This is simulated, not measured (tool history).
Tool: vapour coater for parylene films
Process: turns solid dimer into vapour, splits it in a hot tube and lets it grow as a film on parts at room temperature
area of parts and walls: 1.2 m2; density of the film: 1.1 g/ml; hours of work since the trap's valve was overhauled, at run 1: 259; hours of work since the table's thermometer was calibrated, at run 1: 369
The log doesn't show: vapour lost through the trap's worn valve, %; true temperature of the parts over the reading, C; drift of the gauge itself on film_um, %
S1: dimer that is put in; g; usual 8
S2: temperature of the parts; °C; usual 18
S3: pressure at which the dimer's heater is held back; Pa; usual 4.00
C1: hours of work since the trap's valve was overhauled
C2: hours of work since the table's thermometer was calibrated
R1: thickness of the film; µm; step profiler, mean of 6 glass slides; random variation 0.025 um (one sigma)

{"run": 1, "day": 0.0, "S1": 8, "S2": 18, "S3": 4.0, "C1": 259, "C2": 369, "R1": 3.18}
{"run": 2, "day": 1.604, "S1": 8, "S2": 14, "S3": 4.0, "C1": 278, "C2": 388, "R1": 3.36}
{"day": 2.258, "done": "trap's valve overhauled"}
{"run": 3, "day": 2.946, "S1": 8, "S2": 18, "S3": 5.76, "C1": 8, "C2": 402, "R1": 3.31}
{"run": 4, "day": 4.162, "S1": 8, "S2": 18, "S3": 5.76, "C1": 23, "C2": 417, "R1": 3.31}
{"run": 5, "day": 5.325, "S1": 8, "S2": 24, "S3": 5.76, "C1": 37, "C2": 431, "R1": 2.98}
{"run": 6, "day": 7.2, "S1": 8, "S2": 18, "S3": 2.92, "C1": 60, "C2": 454, "R1": 3.59}
{"run": 7, "day": 9.192, "S1": 8, "S2": 20, "S3": 2.92, "C1": 84, "C2": 478, "R1": 3.36}
{"run": 8, "day": 10.162, "S1": 8, "S2": 20, "S3": 2.92, "C1": 95, "C2": 489, "R1": 3.39}
{"run": 9, "day": 11.433, "S1": 8, "S2": 18, "S3": 4.0, "C1": 111, "C2": 505, "R1": 3.33}
{"run": 10, "day": 12.633, "S1": 8, "S2": 18, "S3": 4.0, "C1": 125, "C2": 519, "R1": 3.32}
{"run": 11, "day": 14.088, "S1": 8, "S2": 18, "S3": 4.0, "C1": 143, "C2": 537, "R1": 3.29}
{"run": 12, "day": 15.354, "S1": 8, "S2": 18, "S3": 4.0, "C1": 158, "C2": 552, "R1": 3.27}
{"run": 13, "day": 16.438, "S1": 8, "S2": 18, "S3": 4.0, "C1": 171, "C2": 565, "R1": 3.27}
{"run": 14, "day": 17.9, "S1": 8, "S2": 18, "S3": 4.0, "C1": 189, "C2": 583, "R1": 3.21}
{"run": 15, "day": 19.475, "S1": 8, "S2": 18, "S3": 4.0, "C1": 208, "C2": 602, "R1": 3.24}
{"run": 16, "day": 20.404, "S1": 4, "S2": 18, "S3": 4.0, "C1": 219, "C2": 613, "R1": 1.59}
{"run": 17, "day": 22.304, "S1": 4, "S2": 18, "S3": 4.0, "C1": 242, "C2": 636, "R1": 1.6}
{"run": 18, "day": 24.312, "S1": 4, "S2": 18, "S3": 4.0, "C1": 266, "C2": 660, "R1": 1.57}
{"day": 26.071, "done": "trap's valve overhauled"}
{"run": 19, "day": 26.625, "S1": 4, "S2": 18, "S3": 8.65, "C1": 7, "C2": 686, "R1": 1.59}
{"run": 20, "day": 27.729, "S1": 4, "S2": 18, "S3": 8.65, "C1": 20, "C2": 699, "R1": 1.58}
{"run": 21, "day": 29.762, "S1": 8, "S2": 18, "S3": 4.0, "C1": 44, "C2": 724, "R1": 3.39}
{"run": 22, "day": 31.258, "S1": 4, "S2": 17, "S3": 4.0, "C1": 63, "C2": 742, "R1": 1.7}
{"run": 23, "day": 33.05, "S1": 8, "S2": 19, "S3": 2.37, "C1": 84, "C2": 763, "R1": 3.48}
{"run": 24, "day": 34.079, "S1": 3, "S2": 13, "S3": 5.2, "C1": 97, "C2": 776, "R1": 1.3}
{"run": 25, "day": 35.188, "S1": 4, "S2": 19, "S3": 4.0, "C1": 110, "C2": 789, "R1": 1.62}
{"run": 26, "day": 37.062, "S1": 4, "S2": 13, "S3": 4.0, "C1": 132, "C2": 812, "R1": 1.79}
{"run": 27, "day": 38.971, "S1": 5, "S2": 18, "S3": 4.0, "C1": 155, "C2": 835, "R1": 2.06}
{"run": 28, "day": 40.092, "S1": 5, "S2": 17, "S3": 4.97, "C1": 169, "C2": 848, "R1": 2.01}
{"run": 29, "day": 41.058, "S1": 12, "S2": 11, "S3": 2.33, "C1": 181, "C2": 860, "R1": 5.74}
{"run": 30, "day": 42.275, "S1": 12, "S2": 16, "S3": 6.84, "C1": 195, "C2": 874, "R1": 4.7}
{"run": 31, "day": 44.425, "S1": 12, "S2": 16, "S3": 6.84, "C1": 221, "C2": 900, "R1": 4.62}
{"run": 32, "day": 46.042, "S1": 8, "S2": 19, "S3": 2.77, "C1": 241, "C2": 920, "R1": 3.19}
{"run": 33, "day": 47.158, "S1": 8, "S2": 19, "S3": 2.77, "C1": 254, "C2": 933, "R1": 3.22}
{"run": 34, "day": 48.867, "S1": 4, "S2": 20, "S3": 4.0, "C1": 275, "C2": 954, "R1": 1.5}
{"day": 49.958, "done": "trap's valve overhauled"}
{"run": 35, "day": 51.096, "S1": 9, "S2": 18, "S3": 11.58, "C1": 14, "C2": 979, "R1": 3.39}
{"run": 36, "day": 52.408, "S1": 9, "S2": 18, "S3": 11.58, "C1": 29, "C2": 995, "R1": 3.44}
{"run": 37, "day": 54.054, "S1": 8, "S2": 18, "S3": 5.58, "C1": 49, "C2": 1014, "R1": 3.27}
{"run": 38, "day": 56.179, "S1": 8, "S2": 18, "S3": 5.58, "C1": 75, "C2": 1040, "R1": 3.24}
{"run": 39, "day": 58.217, "S1": 8, "S2": 22, "S3": 4.6, "C1": 100, "C2": 1065, "R1": 3.04}
{"run": 40, "day": 59.867, "S1": 8, "S2": 22, "S3": 4.6, "C1": 119, "C2": 1084, "R1": 3.08}
{"run": 41, "day": 61.296, "S1": 7, "S2": 22, "S3": 4.6, "C1": 137, "C2": 1102, "R1": 2.62}
{"run": 42, "day": 62.596, "S1": 5, "S2": 18, "S3": 10.17, "C1": 152, "C2": 1117, "R1": 1.83}

Measured less the same run without the tool's hidden state. The same run-to-run variation is in both; the gauge's scatter may not be:
run=1 R1=-0.37
run=2 R1=-0.41
run=3 R1=-0.04
run=4 R1=-0.05
run=5 R1=-0.06
run=6 R1=-0.11
run=7 R1=-0.14
run=8 R1=-0.15
run=9 R1=-0.18
run=10 R1=-0.19
run=11 R1=-0.22
run=12 R1=-0.25
run=13 R1=-0.26
run=14 R1=-0.29
run=15 R1=-0.32
run=16 R1=-0.17
run=17 R1=-0.18
run=18 R1=-0.20
run=19 R1=-0.02
run=20 R1=-0.03
run=21 R1=-0.10
run=22 R1=-0.06
run=23 R1=-0.16
run=24 R1=-0.06
run=25 R1=-0.09
run=26 R1=-0.12
run=27 R1=-0.16
run=28 R1=-0.17
run=29 R1=-0.53
run=30 R1=-0.47
run=31 R1=-0.51
run=32 R1=-0.39
run=33 R1=-0.42
run=34 R1=-0.21
run=35 R1=-0.07
run=36 R1=-0.09
run=37 R1=-0.11
run=38 R1=-0.14
run=39 R1=-0.17
run=40 R1=-0.19
run=41 R1=-0.19
run=42 R1=-0.15

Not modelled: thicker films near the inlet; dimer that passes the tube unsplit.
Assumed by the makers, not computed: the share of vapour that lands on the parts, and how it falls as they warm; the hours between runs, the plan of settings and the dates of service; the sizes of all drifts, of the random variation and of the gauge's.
